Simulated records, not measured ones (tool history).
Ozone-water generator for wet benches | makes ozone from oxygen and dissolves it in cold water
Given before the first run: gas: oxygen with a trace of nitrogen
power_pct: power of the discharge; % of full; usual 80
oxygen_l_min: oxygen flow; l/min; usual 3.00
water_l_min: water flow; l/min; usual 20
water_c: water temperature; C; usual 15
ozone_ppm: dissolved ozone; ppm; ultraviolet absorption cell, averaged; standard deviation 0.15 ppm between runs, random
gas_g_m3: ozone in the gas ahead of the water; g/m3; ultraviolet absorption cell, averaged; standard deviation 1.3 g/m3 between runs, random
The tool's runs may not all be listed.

| run | hour | power_pct | oxygen_l_min | water_l_min | water_c | ozone_ppm | gas_g_m3 |
|---|---|---|---|---|---|---|---|
| 1 | 0.0 | 80 | 3.00 | 20 | 15 | 17.8 | 234.6 |
| 2 | 82.9 | 80 | 3.00 | 14 | 15 | 25.3 | 233.1 |
| 3 | 169.5 | 80 | 3.00 | 20 | 15 | 17.7 | 233.9 |
| 4 | 224.3 | 80 | 3.00 | 20 | 15 | 17.7 | 231.7 |
| 5 | 284.3 | 80 | 3.00 | 20 | 15 | 17.6 | 234.1 |
| 6 | 348.4 | 80 | 3.00 | 20 | 15 | 17.5 | 233.3 |
| 7 | 402.6 | 80 | 3.00 | 20 | 15 | 17.4 | 233.5 |
| 8 | 468.9 | 80 | 3.00 | 20 | 15 | 17.5 | 233.5 |
| 9 | 511.4 | 80 | 3.00 | 20 | 15 | 17.6 | 231.9 |
| 10 | 602.6 | 80 | 3.00 | 20 | 15 | 17.3 | 231.8 |
| 11 | 694.6 | 80 | 3.00 | 20 | 15 | 17.6 | 231.6 |
| 12 | 784.7 | 80 | 3.00 | 20 | 18 | 17.1 | 231.8 |
| 13 | 853.6 | 80 | 3.00 | 20 | 18 | 17.2 | 231.7 |
| 14 | 923.5 | 80 | 3.00 | 20 | 18 | 17.0 | 232.9 |
| 15 | 1019.8 | 80 | 3.00 | 20 | 18 | 16.8 | 230.1 |
| 16 | 1083.5 | 80 | 3.00 | 20 | 12 | 17.8 | 230.4 |
| 17 | 1136.5 | 80 | 3.00 | 20 | 11 | 17.9 | 229.6 |
| 18 | 1190.3 | 80 | 3.00 | 20 | 11 | 18.0 | 230.0 |
| 19 | 1292.2 | 80 | 3.72 | 20 | 11 | 18.0 | 202.5 |
| 20 | 1364.8 | 97 | 4.86 | 14 | 14 | 28.4 | 198.8 |
| 21 | 1415.1 | 97 | 4.86 | 14 | 14 | 27.6 | 196.4 |
| 22 | 1486.8 | 97 | 4.86 | 14 | 14 | 28.1 | 195.7 |
| 23 | 1561.7 | 97 | 4.86 | 14 | 14 | 27.9 | 197.5 |
| 24 | 1652.8 | 55 | 2.14 | 20 | 15 | 12.7 | 216.1 |
| 25 | 1712.3 | 54 | 4.59 | 27 | 15 | 9.3 | 129.4 |
| 26 | 1773.7 | 54 | 4.56 | 27 | 15 | 9.1 | 130.8 |

Expected results for the next run?
| 27 | 1828.5 | 47 | 1.62 | 30 | 15 | ? | ? |

Logged for run 27: ozone_ppm 6.3 ppm, gas_g_m3 227.1 g/m3.
Take away the tool's hidden state, keep the run-to-run variation as it was, and the same run would have given ozone_ppm 6.9 ppm, gas_g_m3 231.6 g/m3.
